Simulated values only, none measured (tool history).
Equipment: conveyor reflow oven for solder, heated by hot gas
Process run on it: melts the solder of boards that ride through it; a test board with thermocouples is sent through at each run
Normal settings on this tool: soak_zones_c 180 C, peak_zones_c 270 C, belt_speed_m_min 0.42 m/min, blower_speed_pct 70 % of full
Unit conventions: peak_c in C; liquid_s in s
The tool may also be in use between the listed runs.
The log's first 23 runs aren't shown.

| run | day | soak_zones_c | peak_zones_c | belt_speed_m_min | blower_speed_pct | hours of work since the flux was cleaned out | hours of work since the belt drive was overhauled | hours of work since the thermocouples were changed | peak_c | liquid_s |
|---|---|---|---|---|---|---|---|---|---|---|
| 24 | 47.871 | 192 | 273 | 0.395 | 75 | 327 | 291 | 641 | 262.8 | 99.1 |
| 25 | 50.383 | 192 | 283 | 0.423 | 82 | 361 | 324 | 675 | 270.4 | 96.1 |
| 26 | 51.808 | 180 | 270 | 0.373 | 55 | 380 | 344 | 694 | 256.1 | 92.1 |
| 27 | 53.533 | 180 | 270 | 0.414 | 85 | 403 | 367 | 717 | 257.8 | 84 |
|  | 55.233 | flux residue cleaned out of gas plates and filters |
| 28 | 55.546 | 192 | 270 | 0.42 | 74 | 4 | 391 | 742 | 260 | 91.7 |
| 29 | 57.958 | 183 | 258 | 0.396 | 70 | 37 | 424 | 774 | 248.5 | 82.1 |
| 30 | 59.975 | 183 | 258 | 0.497 | 70 | 64 | 451 | 801 | 242.5 | 56.6 |
| 31 | 62.204 | 180 | 260 | 0.396 | 84 | 94 | 481 | 831 | 251.5 | 84.3 |

Alternative continuations, all from the tool just after run 31; predict every row:
| A | 63.792 | 180 | 275 | 0.42 | 70 | 115 | 503 | 853 | ? | ? |
| B | 63.792 | 180 | 267 | 0.355 | 58 | 115 | 503 | 853 | ? | ? |
| C | 63.792 | 176 | 260 | 0.493 | 69 | 115 | 503 | 853 | ? | ? |
| D | 63.792 | 174 | 275 | 0.396 | 61 | 115 | 503 | 853 | ? | ? |

| run | peak_c | liquid_s |
|---|---|---|
| A | 261.1 | 85.5 |
| B | 256.9 | 98.6 |
| C | 242.4 | 53.8 |
| D | 260.4 | 87.2 |
Without the tool's unlogged condition, the same runs would have read:
| run | peak_c | liquid_s |
|---|---|---|
| A | 259.6 | 83.7 |
| B | 255.2 | 96.2 |
| C | 241.1 | 52 |
| D | 258.9 | 85.2 |
